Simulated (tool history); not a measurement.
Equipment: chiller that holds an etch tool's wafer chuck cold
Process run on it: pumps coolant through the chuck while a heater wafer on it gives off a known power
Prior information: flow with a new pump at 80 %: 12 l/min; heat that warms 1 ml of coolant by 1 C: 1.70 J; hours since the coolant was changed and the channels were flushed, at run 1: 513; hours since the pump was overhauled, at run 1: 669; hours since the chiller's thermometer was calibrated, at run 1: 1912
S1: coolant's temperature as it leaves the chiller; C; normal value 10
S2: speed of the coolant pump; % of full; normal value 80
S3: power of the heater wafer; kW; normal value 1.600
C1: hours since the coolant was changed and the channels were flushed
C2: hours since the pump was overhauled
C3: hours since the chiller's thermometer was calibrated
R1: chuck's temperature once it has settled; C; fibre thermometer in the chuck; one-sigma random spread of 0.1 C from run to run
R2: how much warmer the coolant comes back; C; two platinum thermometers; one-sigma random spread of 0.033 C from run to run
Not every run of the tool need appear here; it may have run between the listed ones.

run 1 hour=0.0 | S1=10 S2=80 S3=1.600 | C1=513 C2=669 C3=1912 | R1=23.8 R2=4.72
run 2 hour=77.2 | S1=10 S2=80 S3=1.600 | C1=590 C2=746 C3=1989 | R1=23.8 R2=4.71
run 3 hour=170.6 | S1=10 S2=80 S3=1.600 | C1=684 C2=839 C3=2082 | R1=23.9 R2=4.72
run 4 hour=241.4 | S1=10 S2=90 S3=1.600 | C1=755 C2=910 C3=2153 | R1=23.0 R2=4.19
run 5 hour=338.4 | S1=10 S2=90 S3=1.600 | C1=851 C2=1007 C3=2250 | R1=22.8 R2=4.12
run 6 hour=407.2 | S1=10 S2=90 S3=1.600 | C1=920 C2=1076 C3=2319 | R1=23.0 R2=4.02
run 7 hour=496.5 | S1=10 S2=80 S3=1.600 | C1=1010 C2=1165 C3=2408 | R1=24.0 R2=4.59
run 8 hour=563.1 | S1=2 S2=80 S3=1.600 | C1=1076 C2=1232 C3=2475 | R1=15.9 R2=4.58
run 9 hour=638.7 | S1=10 S2=80 S3=1.600 | C1=1152 C2=1307 C3=2550 | R1=23.7 R2=4.56
run 10 hour=735.3 | S1=10 S2=80 S3=1.600 | C1=1248 C2=1404 C3=2647 | R1=23.7 R2=4.49
run 11 hour=834.9 | S1=10 S2=80 S3=1.600 | C1=1348 C2=1503 C3=2746 | R1=23.9 R2=4.50
run 12 hour=943.6 | S1=10 S2=82 S3=1.600 | C1=1457 C2=1612 C3=2855 | R1=23.8 R2=4.32
run 13 hour=1059.0 | S1=10 S2=82 S3=1.600 | C1=1572 C2=1728 C3=2971 | R1=23.6 R2=4.37
run 14 hour=1116.8 | S1=10 S2=82 S3=1.600 | C1=1630 C2=1785 C3=3028 | R1=23.6 R2=4.29
-- hour=1161.7 chiller's thermometer calibrated
run 15 hour=1172.8 | S1=10 S2=82 S3=1.600 | C1=1685 C2=1840 C3=11 | R1=23.7 R2=4.28
-- hour=1245.6 gauge calibrated
run 16 hour=1267.0 | S1=10 S2=82 S3=2.090 | C1=1779 C2=1935 C3=105 | R1=27.9 R2=6.02
run 17 hour=1360.7 | S1=10 S2=82 S3=2.090 | C1=1873 C2=2028 C3=199 | R1=28.0 R2=5.94
run 18 hour=1419.3 | S1=7 S2=78 S3=1.747 | C1=1931 C2=2087 C3=258 | R1=22.5 R2=5.20
run 19 hour=1530.4 | S1=7 S2=75 S3=1.102 | C1=2043 C2=2198 C3=369 | R1=16.8 R2=3.38
run 20 hour=1610.3 | S1=12 S2=64 S3=1.153 | C1=2122 C2=2278 C3=449 | R1=23.2 R2=4.15
run 21 hour=1714.1 | S1=12 S2=100 S3=1.153 | C1=2226 C2=2382 C3=552 | R1=20.8 R2=2.59
run 22 hour=1765.6 | S1=12 S2=100 S3=1.153 | C1=2278 C2=2433 C3=604 | R1=20.7 R2=2.61
run 23 hour=1855.9 | S1=11 S2=63 S3=1.623 | C1=2368 C2=2523 C3=694 | R1=27.2 R2=5.87
run 24 hour=1931.2 | S1=11 S2=63 S3=1.623 | C1=2443 C2=2599 C3=770 | R1=27.0 R2=5.91
run 25 hour=1992.0 | S1=10 S2=97 S3=0.801 | C1=2504 C2=2659 C3=830 | R1=16.1 R2=1.66
run 26 hour=2050.2 | S1=10 S2=97 S3=0.801 | C1=2562 C2=2718 C3=888 | R1=16.3 R2=1.75
run 27 hour=2131.4 | S1=2 S2=97 S3=0.801 | C1=2643 C2=2799 C3=970 | R1=8.4 R2=1.78
run 28 hour=2226.5 | S1=2 S2=97 S3=0.801 | C1=2739 C2=2894 C3=1065 | R1=8.2 R2=1.66
run 29 hour=2273.3 | S1=2 S2=97 S3=0.801 | C1=2785 C2=2941 C3=1112 | R1=8.3 R2=1.65
run 30 hour=2368.6 | S1=10 S2=80 S3=0.857 | C1=2881 C2=3036 C3=1207 | R1=17.4 R2=2.17
run 31 hour=2448.9 | S1=15 S2=80 S3=1.600 | C1=2961 C2=3116 C3=1287 | R1=28.8 R2=4.34
run 32 hour=2507.2 | S1=19 S2=75 S3=1.246 | C1=3019 C2=3175 C3=1345 | R1=30.2 R2=3.58

Hidden state or all else? Some run-to-run changes of R2, split into what the settings, what came in and random variation would give without the hidden state, and what is left for the hidden state (with any gauge scatter that isn't in both results):
Unlogged tool condition in this case: heat passed by the chuck's channels, % of clean ones'; flow at a given pump speed, % of a new pump's; coolant's true temperature over the reading, C; drift of the gauge itself on chuck_c, C; drift of the gauge itself on warmer_back_c, C.
Run 2 -> 3: no setting touched and nothing written in the log between the runs. R2 +0.01 C: hidden state -0.03, all else +0.04.
Run 12 -> 13: no setting touched and nothing written in the log between the runs. R2 +0.05 C: hidden state -0.04, all else +0.09.
Run 15 -> 16: S3 1.600 -> 2.090, gauge calibrated. R2 +1.74 C: hidden state +0.33, all else +1.41.
Run 22 -> 23: S1 12 -> 11, S2 100 -> 63, S3 1.153 -> 1.623. R2 +3.26 C: hidden state -0.03, all else +3.29.
Run 24 -> 25: S1 11 -> 10, S2 63 -> 97, S3 1.623 -> 0.801. R2 -4.25 C: hidden state -0.02, all else -4.23.
Run 30 -> 31: S1 10 -> 15, S3 0.857 -> 1.600. R2 +2.17 C: hidden state -0.02, all else +2.19.
